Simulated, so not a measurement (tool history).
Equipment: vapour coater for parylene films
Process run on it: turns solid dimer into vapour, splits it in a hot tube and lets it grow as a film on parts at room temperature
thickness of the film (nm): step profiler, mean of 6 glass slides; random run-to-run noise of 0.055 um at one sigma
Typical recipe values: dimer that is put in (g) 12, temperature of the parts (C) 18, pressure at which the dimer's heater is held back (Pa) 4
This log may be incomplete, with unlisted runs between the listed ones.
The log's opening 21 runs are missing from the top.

run,hour,dimer that is put in (g),temperature of the parts (C),pressure at which the dimer's heater is held back (Pa),thickness of the film (nm)
22,239,12,16,4,6870
23,250.5,12,16,4,6980
24,260.1,7,21,4,3340
25,273.5,18,21,5.29,8370
26,282.5,19,15,4,11530
27,293.4,19,15,4,11630
28,302.2,19,15,4,11470
29,313.2,19,15,4,11520
30,324.3,14,19,3.2,7230
31,333.4,8,18,2.37,4480
32,341.2,8,18,2.37,4410
33,348,7,22,2.6,3270
34,355.9,7,22,2.6,3310
35,370.2,12,18,2.79,6660
36,381.7,20,18,3.84,10690
37,395.7,20,18,3.84,10680
38,409.4,10,18,8.61,5140
39,423.6,19,18,4,10210
40,434.7,19,18,4,10130
41,444.4,8,19,4.14,4100
42,456.9,12,18,3.67,6400
43,469,12,18,2.97,6520
44,482.3,12,18,2.97,6630
45,489,12,11,2.97,8700
46,499.8,9,13,4,5910

What if the next run were any one of these 3? Each begins from the tool's condition after run 46:
A,507.5,11,25,2.61,?
B,507.5,12,22,4.2,?
C,507.5,8,18,7.52,?

run,thickness of the film (nm)
A,4540
B,5420
C,4100
What these runs would have given with no unlogged condition in the tool:
run,thickness of the film (nm)
A,4560
B,5440
C,4110

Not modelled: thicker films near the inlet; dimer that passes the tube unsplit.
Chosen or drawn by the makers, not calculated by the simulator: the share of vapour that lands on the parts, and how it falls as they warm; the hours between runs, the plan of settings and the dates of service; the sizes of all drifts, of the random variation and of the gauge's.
